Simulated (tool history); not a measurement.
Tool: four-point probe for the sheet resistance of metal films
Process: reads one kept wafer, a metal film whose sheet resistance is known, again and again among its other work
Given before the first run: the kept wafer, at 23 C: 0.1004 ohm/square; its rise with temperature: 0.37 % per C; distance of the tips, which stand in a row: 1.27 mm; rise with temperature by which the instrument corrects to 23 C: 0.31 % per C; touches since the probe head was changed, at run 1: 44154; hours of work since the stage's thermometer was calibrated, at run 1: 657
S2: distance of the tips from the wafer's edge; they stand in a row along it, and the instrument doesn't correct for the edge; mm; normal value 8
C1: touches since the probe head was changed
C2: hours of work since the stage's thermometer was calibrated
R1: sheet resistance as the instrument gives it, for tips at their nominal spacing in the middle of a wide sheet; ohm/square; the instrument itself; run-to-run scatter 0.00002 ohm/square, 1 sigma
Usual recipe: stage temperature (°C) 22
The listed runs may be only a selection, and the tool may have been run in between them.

Run 1, hour 0.0: usual settings; C1 44154; C2 657. Result: R1 0.101426 ohm/square.
Run 2, hour 36.8: usual settings but stage temperature (°C) 23; C1 45537; C2 673. Result: R1 0.101472 ohm/square.
Run 3, hour 94.7: usual settings but stage temperature (°C) 23, S2 17 mm; C1 47708; C2 699. Result: R1 0.100398 ohm/square.
Run 4, hour 152.3: usual settings but stage temperature (°C) 23, S2 17 mm; C1 49869; C2 725. Result: R1 0.100377 ohm/square.
Run 5, hour 215.1: usual settings but stage temperature (°C) 23, S2 17 mm; C1 52229; C2 753. Result: R1 0.100348 ohm/square.
Run 6, hour 263.6: usual settings but stage temperature (°C) 23, S2 17 mm; C1 54049; C2 775. Result: R1 0.100349 ohm/square.
Run 7, hour 324.1: usual settings but S2 13 mm; C1 56317; C2 802. Result: R1 0.100468 ohm/square.
Run 8, hour 374.4: usual settings but S2 5 mm; C1 58205; C2 825. Result: R1 0.103309 ohm/square.
Run 9, hour 438.4: usual settings but S2 5 mm; C1 60609; C2 853. Result: R1 0.103244 ohm/square.
Run 10, hour 493.0: usual settings but S2 5 mm; C1 62656; C2 878. Result: R1 0.103272 ohm/square.
Run 11, hour 537.8: usual settings; C1 64338; C2 898. Result: R1 0.101220 ohm/square.
Run 12, hour 587.9: usual settings; C1 66220; C2 920. Result: R1 0.101171 ohm/square.
Run 13, hour 616.5: usual settings but stage temperature (°C) 26, S2 51 mm; C1 67294; C2 933. Result: R1 0.100114 ohm/square.
Run 14, hour 647.7: usual settings but S2 42 mm; C1 68463; C2 947. Result: R1 0.099897 ohm/square.
Run 15, hour 698.6: usual settings but stage temperature (°C) 29, S2 25 mm; C1 70374; C2 970. Result: R1 0.100385 ohm/square.
Run 16, hour 730.4: usual settings but stage temperature (°C) 29, S2 25 mm; C1 71569; C2 984. Result: R1 0.100352 ohm/square.
Run 17, hour 794.0: usual settings but stage temperature (°C) 29, S2 25 mm; C1 73955; C2 1013. Result: R1 0.100338 ohm/square.
Run 18, hour 851.6: usual settings but stage temperature (°C) 18, S2 4 mm; C1 76116; C2 1039. Result: R1 0.104613 ohm/square.
Run 19, hour 883.1: usual settings but stage temperature (°C) 18, S2 4 mm; C1 77301; C2 1053. Result: R1 0.104604 ohm/square.
Run 20, hour 924.1: usual settings but stage temperature (°C) 24, S2 5 mm; C1 78838; C2 1071. Result: R1 0.103213 ohm/square.
Run 21, hour 951.6: usual settings but stage temperature (°C) 21, S2 24 mm; C1 79871; C2 1084. Result: R1 0.099765 ohm/square.
Run 22, hour 1014.0: usual settings but stage temperature (°C) 21, S2 24 mm; C1 82212; C2 1112. Result: R1 0.099799 ohm/square.
Run 23, hour 1078.9: usual settings but stage temperature (°C) 21, S2 24 mm; C1 84649; C2 1141. Result: R1 0.099767 ohm/square.
Run 24, hour 1122.3: usual settings but stage temperature (°C) 23, S2 41 mm; C1 86276; C2 1160. Result: R1 0.099767 ohm/square.

Below are 3 alternative next runs, each starting from the tool's condition after run 24. Predict each:
Run A, hour 1152.4: usual settings but stage temperature (°C) 27, S2 13 mm; C1 87408; C2 1174. Result: R1 ?.
Run B, hour 1152.4: usual settings but stage temperature (°C) 29; C1 87408; C2 1174. Result: R1 ?.
Run C, hour 1152.4: usual settings but stage temperature (°C) 32, S2 5 mm; C1 87408; C2 1174. Result: R1 ?.

run        R1
  A  0.100453
  B  0.101364
  C  0.103610
Stripped of hidden state, with their random variation kept, the same runs would have yielded:
run        R1
  A  0.101152
  B  0.102067
  C  0.104326
